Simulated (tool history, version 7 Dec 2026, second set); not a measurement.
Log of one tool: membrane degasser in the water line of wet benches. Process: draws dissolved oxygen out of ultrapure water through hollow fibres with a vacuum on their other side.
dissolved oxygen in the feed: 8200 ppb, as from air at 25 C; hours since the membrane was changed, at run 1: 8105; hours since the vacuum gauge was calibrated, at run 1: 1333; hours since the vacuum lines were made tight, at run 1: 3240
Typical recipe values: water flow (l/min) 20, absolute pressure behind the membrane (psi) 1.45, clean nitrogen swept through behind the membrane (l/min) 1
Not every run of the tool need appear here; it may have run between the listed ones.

| run | hour | water flow (l/min) | absolute pressure behind the membrane (psi) | clean nitrogen swept through behind the membrane (l/min) | hours since the membrane was changed | hours since the vacuum gauge was calibrated | hours since the vacuum lines were made tight | dissolved oxygen in the water behind the degasser (ppb) | pressure that the water loses in the fibres (psi) |
|---|---|---|---|---|---|---|---|---|---|
| 1 | 0.0 | 20 | 1.45 | 1 | 8105 | 1333 | 3240 | 309.7 | 6.160 |
| 2 | 100.8 | 20 | 1.45 | 1 | 8206 | 1434 | 3341 | 311.4 | 6.132 |
| 3 | 206.6 | 20 | 1.06 | 1 | 8312 | 1540 | 3446 | 194.6 | 6.203 |
| 4 | 333.9 | 20 | 1.06 | 1 | 8439 | 1667 | 3574 | 194.7 | 6.183 |
| 5 | 536.0 | 20 | 1.06 | 1 | 8641 | 1869 | 3776 | 196.1 | 6.164 |
| 6 | 669.6 | 20 | 1.45 | 1 | 8775 | 2003 | 3909 | 307.3 | 6.134 |
| 7 | 825.0 | 13 | 1.45 | 1 | 8930 | 2158 | 4065 | 204.4 | 4.018 |
| 8 | 981.3 | 13 | 1.45 | 1 | 9086 | 2315 | 4221 | 205.5 | 4.073 |
| 9 | 1091.2 | 20 | 1.45 | 1 | 9196 | 2425 | 4331 | 308.4 | 6.225 |
| 10 | 1301.6 | 20 | 1.45 | 1 | 9407 | 2635 | 4541 | 309.7 | 6.225 |
| 11 | 1495.8 | 20 | 1.45 | 1 | 9601 | 2829 | 4736 | 307.9 | 6.195 |
| 12 | 1678.2 | 15 | 1.45 | 1 | 9783 | 3012 | 4918 | 235.5 | 4.608 |
| 13 | 1880.5 | 20 | 1.45 | 1 | 9986 | 3214 | 5120 | 309.9 | 6.187 |
| 14 | 2048.9 | 20 | 1.45 | 1 | 10154 | 3382 | 5289 | 309.1 | 6.187 |
| 15 | 2163.2 | 15 | 1.45 | 1 | 10268 | 3497 | 5403 | 235.3 | 4.593 |
| 16 | 2275.4 | 20 | 1.45 | 1 | 10381 | 3609 | 5515 | 308.9 | 6.205 |

For run 17, what comes out?
| 17 | 2497.5 | 20 | 1.25 | 1 | 10603 | 3831 | 5737 | ? | ? |

{"run 17": {"dissolved oxygen in the water behind the degasser (ppb)": 251.1, "pressure that the water loses in the fibres (psi)": 6.158}}
With no hidden state in the tool, this same run would have given dissolved oxygen in the water behind the degasser (ppb) 250.8, pressure that the water loses in the fibres (psi) 6.148.

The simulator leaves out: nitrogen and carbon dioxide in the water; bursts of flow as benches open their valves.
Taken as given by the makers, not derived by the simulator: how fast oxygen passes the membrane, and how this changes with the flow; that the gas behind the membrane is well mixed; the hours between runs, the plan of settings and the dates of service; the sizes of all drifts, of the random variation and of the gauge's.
